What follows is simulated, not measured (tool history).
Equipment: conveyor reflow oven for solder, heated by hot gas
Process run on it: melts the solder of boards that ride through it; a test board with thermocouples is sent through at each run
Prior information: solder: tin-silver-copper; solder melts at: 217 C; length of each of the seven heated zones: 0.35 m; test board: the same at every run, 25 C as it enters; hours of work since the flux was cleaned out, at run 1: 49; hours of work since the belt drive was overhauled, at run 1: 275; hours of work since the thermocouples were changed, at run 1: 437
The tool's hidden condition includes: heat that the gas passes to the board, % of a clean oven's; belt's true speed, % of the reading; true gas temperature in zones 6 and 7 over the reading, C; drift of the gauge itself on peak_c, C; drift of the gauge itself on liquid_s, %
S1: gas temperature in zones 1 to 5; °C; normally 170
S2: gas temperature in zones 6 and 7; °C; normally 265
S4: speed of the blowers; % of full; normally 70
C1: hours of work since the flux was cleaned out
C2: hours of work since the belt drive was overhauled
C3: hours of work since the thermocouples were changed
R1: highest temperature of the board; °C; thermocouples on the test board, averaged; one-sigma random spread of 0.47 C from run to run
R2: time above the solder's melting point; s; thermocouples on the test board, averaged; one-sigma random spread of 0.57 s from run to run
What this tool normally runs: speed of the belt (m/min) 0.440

{"run": 1, "hour": 0.0, "S1": 170, "S2": 265, "speed of the belt (m/min)": 0.44, "S4": 70, "C1": 49, "C2": 275, "C3": 437, "R1": 243.9, "R2": 60.6}
{"run": 2, "hour": 20.6, "S1": 170, "S2": 265, "speed of the belt (m/min)": 0.44, "S4": 70, "C1": 60, "C2": 287, "C3": 448, "R1": 243.3, "R2": 60.2}
{"run": 3, "hour": 33.5, "S1": 170, "S2": 268, "speed of the belt (m/min)": 0.44, "S4": 70, "C1": 68, "C2": 294, "C3": 456, "R1": 246.5, "R2": 62.8}
{"run": 4, "hour": 52.9, "S1": 170, "S2": 265, "speed of the belt (m/min)": 0.44, "S4": 62, "C1": 78, "C2": 304, "C3": 466, "R1": 242.0, "R2": 56.7}
{"run": 5, "hour": 69.5, "S1": 170, "S2": 265, "speed of the belt (m/min)": 0.44, "S4": 62, "C1": 88, "C2": 314, "C3": 476, "R1": 242.0, "R2": 56.9}
{"run": 6, "hour": 81.7, "S1": 170, "S2": 265, "speed of the belt (m/min)": 0.44, "S4": 62, "C1": 94, "C2": 321, "C3": 482, "R1": 241.0, "R2": 56.1}
{"run": 7, "hour": 102.3, "S1": 170, "S2": 265, "speed of the belt (m/min)": 0.426, "S4": 70, "C1": 106, "C2": 332, "C3": 494, "R1": 244.1, "R2": 64.7}
{"run": 8, "hour": 120.0, "S1": 170, "S2": 265, "speed of the belt (m/min)": 0.426, "S4": 70, "C1": 116, "C2": 342, "C3": 504, "R1": 245.0, "R2": 64.5}
{"run": 9, "hour": 140.6, "S1": 170, "S2": 265, "speed of the belt (m/min)": 0.426, "S4": 70, "C1": 127, "C2": 353, "C3": 515, "R1": 244.3, "R2": 63.5}
{"run": 10, "hour": 159.8, "S1": 170, "S2": 265, "speed of the belt (m/min)": 0.426, "S4": 70, "C1": 138, "C2": 364, "C3": 526, "R1": 243.6, "R2": 62.9}
{"run": 11, "hour": 173.1, "S1": 170, "S2": 265, "speed of the belt (m/min)": 0.426, "S4": 70, "C1": 145, "C2": 371, "C3": 533, "R1": 244.2, "R2": 63.0}
{"run": 12, "hour": 192.9, "S1": 170, "S2": 265, "speed of the belt (m/min)": 0.426, "S4": 70, "C1": 156, "C2": 382, "C3": 544, "R1": 244.4, "R2": 64.0}
{"run": 13, "hour": 208.8, "S1": 170, "S2": 265, "speed of the belt (m/min)": 0.426, "S4": 70, "C1": 165, "C2": 391, "C3": 553, "R1": 243.7, "R2": 64.0}
{"run": 14, "hour": 227.0, "S1": 170, "S2": 265, "speed of the belt (m/min)": 0.473, "S4": 70, "C1": 175, "C2": 401, "C3": 563, "R1": 240.0, "R2": 51.8}
{"run": 15, "hour": 246.9, "S1": 170, "S2": 265, "speed of the belt (m/min)": 0.473, "S4": 70, "C1": 186, "C2": 412, "C3": 574, "R1": 240.4, "R2": 51.1}
{"run": 16, "hour": 266.5, "S1": 170, "S2": 265, "speed of the belt (m/min)": 0.44, "S4": 66, "C1": 197, "C2": 423, "C3": 585, "R1": 241.9, "R2": 57.6}
{"run": 17, "hour": 278.9, "S1": 170, "S2": 265, "speed of the belt (m/min)": 0.44, "S4": 66, "C1": 204, "C2": 430, "C3": 592, "R1": 242.4, "R2": 58.7}
{"run": 18, "hour": 293.5, "S1": 179, "S2": 278, "speed of the belt (m/min)": 0.44, "S4": 70, "C1": 212, "C2": 438, "C3": 600, "R1": 256.5, "R2": 76.1}
{"run": 19, "hour": 312.2, "S1": 165, "S2": 273, "speed of the belt (m/min)": 0.44, "S4": 73, "C1": 223, "C2": 449, "C3": 611, "R1": 249.1, "R2": 63.6}
{"run": 20, "hour": 325.0, "S1": 172, "S2": 273, "speed of the belt (m/min)": 0.525, "S4": 73, "C1": 230, "C2": 456, "C3": 618, "R1": 243.3, "R2": 47.8}
{"run": 21, "hour": 344.7, "S1": 172, "S2": 273, "speed of the belt (m/min)": 0.421, "S4": 60, "C1": 241, "C2": 467, "C3": 629, "R1": 249.1, "R2": 69.8}
{"run": 22, "hour": 359.3, "S1": 172, "S2": 277, "speed of the belt (m/min)": 0.44, "S4": 70, "C1": 249, "C2": 475, "C3": 637, "R1": 253.1, "R2": 70.7}
{"run": 23, "hour": 378.4, "S1": 170, "S2": 272, "speed of the belt (m/min)": 0.44, "S4": 70, "C1": 259, "C2": 486, "C3": 647, "R1": 247.7, "R2": 65.7}
{"run": 24, "hour": 387.7, "S1": 170, "S2": 272, "speed of the belt (m/min)": 0.44, "S4": 70, "C1": 265, "C2": 491, "C3": 653, "R1": 248.4, "R2": 66.3}
{"run": 25, "hour": 404.7, "S1": 157, "S2": 265, "speed of the belt (m/min)": 0.44, "S4": 70, "C1": 274, "C2": 500, "C3": 662, "R1": 240.6, "R2": 50.7}
{"run": 26, "hour": 425.8, "S1": 157, "S2": 265, "speed of the belt (m/min)": 0.44, "S4": 65, "C1": 286, "C2": 512, "C3": 674, "R1": 238.2, "R2": 46.6}
{"run": 27, "hour": 440.8, "S1": 176, "S2": 268, "speed of the belt (m/min)": 0.44, "S4": 86, "C1": 294, "C2": 520, "C3": 682, "R1": 248.6, "R2": 70.5}
{"run": 28, "hour": 452.1, "S1": 169, "S2": 265, "speed of the belt (m/min)": 0.44, "S4": 53, "C1": 300, "C2": 526, "C3": 688, "R1": 237.9, "R2": 49.4}
{"run": 29, "hour": 460.8, "S1": 169, "S2": 265, "speed of the belt (m/min)": 0.44, "S4": 53, "C1": 305, "C2": 531, "C3": 693, "R1": 237.4, "R2": 49.1}
{"run": 30, "hour": 471.7, "S1": 183, "S2": 255, "speed of the belt (m/min)": 0.427, "S4": 67, "C1": 311, "C2": 537, "C3": 699, "R1": 237.0, "R2": 60.8}
{"run": 31, "hour": 484.8, "S1": 183, "S2": 255, "speed of the belt (m/min)": 0.427, "S4": 67, "C1": 319, "C2": 545, "C3": 707, "R1": 237.2, "R2": 61.2}

Below are 3 alternative next runs, each starting from the tool's condition after run 31. Predict each:
{"run": "A", "hour": 504.2, "S1": 167, "S2": 263, "speed of the belt (m/min)": 0.484, "S4": 67, "C1": 329, "C2": 556, "C3": 717, "R1": "?", "R2": "?"}
{"run": "B", "hour": 504.2, "S1": 183, "S2": 259, "speed of the belt (m/min)": 0.39, "S4": 64, "C1": 329, "C2": 556, "C3": 717, "R1": "?", "R2": "?"}
{"run": "C", "hour": 504.2, "S1": 179, "S2": 264, "speed of the belt (m/min)": 0.379, "S4": 70, "C1": 329, "C2": 556, "C3": 717, "R1": "?", "R2": "?"}

run=A R1=235.2 R2=40.7
run=B R1=242.3 R2=74.3
run=C R1=247.5 R2=81.2
The same runs, with their run-to-run variation unchanged, on a tool lacking any hidden condition would have given:
run=A R1=239.2 R2=45.9
run=B R1=246.0 R2=78.4
run=C R1=251.4 R2=84.5
